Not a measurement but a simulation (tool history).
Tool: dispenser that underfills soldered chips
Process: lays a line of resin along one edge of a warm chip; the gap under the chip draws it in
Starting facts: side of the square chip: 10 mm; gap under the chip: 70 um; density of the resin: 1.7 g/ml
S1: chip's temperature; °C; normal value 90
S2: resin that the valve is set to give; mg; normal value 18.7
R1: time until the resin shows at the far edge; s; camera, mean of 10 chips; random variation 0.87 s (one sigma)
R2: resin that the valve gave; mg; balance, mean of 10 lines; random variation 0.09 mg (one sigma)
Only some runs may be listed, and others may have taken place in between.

| run | day | S1 | S2 | R1 | R2 |
|---|---|---|---|---|---|
| 1 | 0.000 | 90 | 18.7 | 155.3 | 17.51 |
|  | 0.112 | new syringe of resin |
| 2 | 0.229 | 90 | 18.7 | 97.1 | 17.46 |
| 3 | 0.358 | 90 | 18.7 | 117.0 | 17.52 |
| 4 | 0.612 | 90 | 18.7 | 168.7 | 17.53 |
|  | 0.692 | new syringe of resin |
| 5 | 0.858 | 90 | 18.7 | 106.0 | 17.39 |
| 6 | 1.046 | 90 | 18.7 | 138.1 | 17.28 |
| 7 | 1.167 | 90 | 21.4 | 157.7 | 19.68 |
|  | 1.267 | new syringe of resin |
| 8 | 1.317 | 84 | 18.7 | 113.7 | 17.28 |
| 9 | 1.525 | 84 | 18.7 | 154.3 | 17.27 |
| 10 | 1.650 | 84 | 18.7 | 180.2 | 17.21 |
| 11 | 1.783 | 84 | 18.7 | 218.6 | 17.19 |
|  | 1.842 | new syringe of resin |
| 12 | 2.000 | 84 | 18.7 | 131.1 | 16.99 |
| 13 | 2.196 | 83 | 22.5 | 174.9 | 20.53 |
|  | 2.408 | new syringe of resin |
| 14 | 2.446 | 82 | 22.8 | 114.2 | 20.77 |
| 15 | 2.617 | 82 | 22.8 | 147.1 | 20.75 |
|  | 2.754 | dispensing valve cleaned and set on the balance |
| 16 | 2.867 | 82 | 23.2 | 197.5 | 22.96 |
| 17 | 2.992 | 82 | 23.2 | 233.9 | 22.80 |
|  | 3.017 | new syringe of resin |
| 18 | 3.179 | 82 | 23.2 | 138.2 | 23.22 |
| 19 | 3.442 | 92 | 23.7 | 136.5 | 23.29 |

Branching from run 19: 5 alternative next runs. What would each branch give?
|  | 3.592 | new syringe of resin |
| A | 3.612 | 95 | 17.7 | ? | ? |
|  | 3.592 | new syringe of resin |
| B | 3.612 | 86 | 18.7 | ? | ? |
|  | 3.592 | new syringe of resin |
| C | 3.612 | 90 | 19.1 | ? | ? |
|  | 3.592 | new syringe of resin |
| D | 3.612 | 84 | 20.4 | ? | ? |
|  | 3.592 | new syringe of resin |
| E | 3.612 | 103 | 22.3 | ? | ? |

| run | R1 | R2 |
|---|---|---|
| A | 72.4 | 17.56 |
| B | 100.7 | 18.34 |
| C | 87.8 | 18.85 |
| D | 108.8 | 20.28 |
| E | 51.9 | 21.89 |
With the hidden condition removed and each run's random variation left untouched, the same runs would have given:
| run | R1 | R2 |
|---|---|---|
| A | 68.6 | 17.79 |
| B | 95.4 | 18.59 |
| C | 83.3 | 19.10 |
| D | 103.3 | 20.55 |
| E | 49.3 | 22.19 |

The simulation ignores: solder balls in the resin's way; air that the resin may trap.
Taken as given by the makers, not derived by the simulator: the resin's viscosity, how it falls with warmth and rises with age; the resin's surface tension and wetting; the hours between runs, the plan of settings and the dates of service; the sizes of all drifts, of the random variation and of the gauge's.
